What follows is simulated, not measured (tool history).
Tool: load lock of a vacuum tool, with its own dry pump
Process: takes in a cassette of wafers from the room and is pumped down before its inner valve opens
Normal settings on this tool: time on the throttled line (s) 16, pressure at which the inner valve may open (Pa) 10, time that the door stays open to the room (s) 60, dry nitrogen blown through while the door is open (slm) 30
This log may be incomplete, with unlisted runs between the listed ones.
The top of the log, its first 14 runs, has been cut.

run    hour  time on the throttled line (s)  pressure at which the inner valve may open (Pa)  time that the door stays open to the room (s)  dry nitrogen blown through while the door is open (slm)  hours that the pump has run since its overhaul  times that the door has closed on its seal  incoming humidity of the room's air, %  time from the closed door until the inner valve may open (s)  rise of the pressure with all valves shut (Pa/min)
 15  3754.4                              16                                               10                                             60                                                       30                                            8446                                       21424                                    45.3                                                          28.6                                               0.027
 16  4178.2                              16                                               10                                             60                                                       30                                            8870                                       22943                                    44.4                                                          28.5                                               0.022
 17  4538.8                              16                                               10                                             60                                                       30                                            9230                                       24235                                    44.3                                                          28.8                                               0.021
 18  4868.5                              16                                               10                                             60                                                       30                                            9560                                       25417                                    43.8                                                          28.8                                               0.021
 19  5155.7                              16                                               10                                             60                                                       30                                            9847                                       26446                                    45.3                                                          28.6                                               0.025
 20  5447.6                               9                                               10                                             32                                                       30                                           10139                                       27493                                    43.9                                                          23.4                                               0.022
 21  5812.3                              10                                                9                                             60                                                       13                                           10504                                       28800                                    45.4                                                          24.3                                               0.036
 22  6051.2                              10                                                9                                             60                                                       13                                           10743                                       29656                                    45.2                                                          24.4                                               0.035
 23  6309.2                              10                                                9                                             60                                                       13                                           11001                                       30580                                    45.5                                                          24.2                                               0.037
 24  6571.5                              25                                               10                                             60                                                       30                                           11263                                       31521                                    40.6                                                          35.4                                                0.02
 25  6955.7                              12                                               17                                             37                                                       30                                           11647                                       32898                                    44.8                                                          24.7                                               0.023

Run 26 is up next; what results do you expect?
 26  7196.2                              12                                               17                                             37                                                       30                                           11888                                       33759                                    45.7                                                             ?                                                   ?

time from the closed door until the inner valve may open (s): 24.8
rise of the pressure with all valves shut (Pa/min): 0.021
Were there no unlogged condition in the tool, this run, its random variation unchanged, would have produced time from the closed door until the inner valve may open (s) 24.8, rise of the pressure with all valves shut (Pa/min) 0.02.
